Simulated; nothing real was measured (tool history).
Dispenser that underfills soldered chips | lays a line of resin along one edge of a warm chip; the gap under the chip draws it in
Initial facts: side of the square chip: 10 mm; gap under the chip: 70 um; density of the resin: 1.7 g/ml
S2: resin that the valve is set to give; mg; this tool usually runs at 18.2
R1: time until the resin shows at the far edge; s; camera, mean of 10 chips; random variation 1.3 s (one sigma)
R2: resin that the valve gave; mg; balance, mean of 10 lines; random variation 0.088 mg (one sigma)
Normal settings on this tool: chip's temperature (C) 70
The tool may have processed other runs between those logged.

run 1 hour=0 | chip's_temperature_(C)=70 S2=18.2 | R1=199.5 R2=17.08
-- hour=1.6 new syringe of resin
run 2 hour=6.4 | chip's_temperature_(C)=70 S2=18.2 | R1=167.9 R2=17.08
-- hour=12.4 new syringe of resin
run 3 hour=14.5 | chip's_temperature_(C)=70 S2=18.2 | R1=146.4 R2=16.84
run 4 hour=21.3 | chip's_temperature_(C)=70 S2=19.8 | R1=200.8 R2=18.39
-- hour=22.7 new syringe of resin
run 5 hour=29 | chip's_temperature_(C)=70 S2=19.8 | R1=176 R2=18.33
-- hour=33.4 new syringe of resin
-- hour=36.9 dispensing valve cleaned and set on the balance
run 6 hour=40.4 | chip's_temperature_(C)=70 S2=19.8 | R1=173.4 R2=19.76
-- hour=45.4 new syringe of resin
run 7 hour=50.8 | chip's_temperature_(C)=70 S2=19.8 | R1=166 R2=19.59
-- hour=56 new syringe of resin
run 8 hour=58.3 | chip's_temperature_(C)=70 S2=17.6 | R1=149.4 R2=17.42
run 9 hour=63.4 | chip's_temperature_(C)=70 S2=17.3 | R1=191.8 R2=17.01
-- hour=66.2 new syringe of resin
run 10 hour=69.3 | chip's_temperature_(C)=70 S2=17.3 | R1=159 R2=16.83
-- hour=77.1 new syringe of resin
run 11 hour=77.5 | chip's_temperature_(C)=81 S2=17.3 | R1=78.4 R2=16.88
run 12 hour=86.6 | chip's_temperature_(C)=81 S2=17.3 | R1=120.1 R2=16.75
-- hour=87.8 new syringe of resin
run 13 hour=95.5 | chip's_temperature_(C)=81 S2=17.3 | R1=114.6 R2=16.59
-- hour=98.4 new syringe of resin
run 14 hour=105.9 | chip's_temperature_(C)=61 S2=20.6 | R1=310.7 R2=19.89
-- hour=108.6 new syringe of resin
run 15 hour=114 | chip's_temperature_(C)=67 S2=15.5 | R1=217.5 R2=14.89
-- hour=119 new syringe of resin
run 16 hour=122.7 | chip's_temperature_(C)=77 S2=21.2 | R1=115.5 R2=20.25
-- hour=129.4 new syringe of resin
run 17 hour=129.7 | chip's_temperature_(C)=77 S2=21.2 | R1=96.8 R2=20.09
run 18 hour=139 | chip's_temperature_(C)=80 S2=19.6 | R1=128.8 R2=18.41
-- hour=140.3 new syringe of resin
run 19 hour=149.3 | chip's_temperature_(C)=56 S2=20.6 | R1=441.7 R2=19.35
-- hour=150.6 new syringe of resin
run 20 hour=159 | chip's_temperature_(C)=58 S2=19.5 | R1=382.8 R2=18.31
-- hour=161.2 new syringe of resin
run 21 hour=164.8 | chip's_temperature_(C)=62 S2=17.4 | R1=254.1 R2=16.11
run 22 hour=170.2 | chip's_temperature_(C)=62 S2=17.4 | R1=327.7 R2=16.03
-- hour=171.7 new syringe of resin
run 23 hour=179.7 | chip's_temperature_(C)=85 S2=17.9 | R1=93.8 R2=16.53

Branching from run 23: 5 alternative next runs. What would each branch give?
-- hour=182.3 new syringe of resin
run A hour=187.3 | chip's_temperature_(C)=55 S2=17.5 | R1=? R2=?
-- hour=182.3 new syringe of resin
run B hour=187.3 | chip's_temperature_(C)=62 S2=21.3 | R1=? R2=?
-- hour=182.3 new syringe of resin
run C hour=187.3 | chip's_temperature_(C)=72 S2=17.9 | R1=? R2=?
-- hour=182.3 new syringe of resin
run D hour=187.3 | chip's_temperature_(C)=55 S2=18.2 | R1=? R2=?
-- hour=182.3 new syringe of resin
run E hour=187.3 | chip's_temperature_(C)=85 S2=20.8 | R1=? R2=?

run=A R1=396.3 R2=15.91
run=B R1=261.6 R2=19.35
run=C R1=161.3 R2=16.46
run=D R1=402.7 R2=16.66
run=E R1=81.7 R2=19.16
With the hidden condition removed and each run's random variation left untouched, the same runs would have given:
run=A R1=293.5 R2=17.33
run=B R1=196.3 R2=21.08
run=C R1=120.3 R2=17.93
run=D R1=299.1 R2=18.14
run=E R1=61.6 R2=20.86
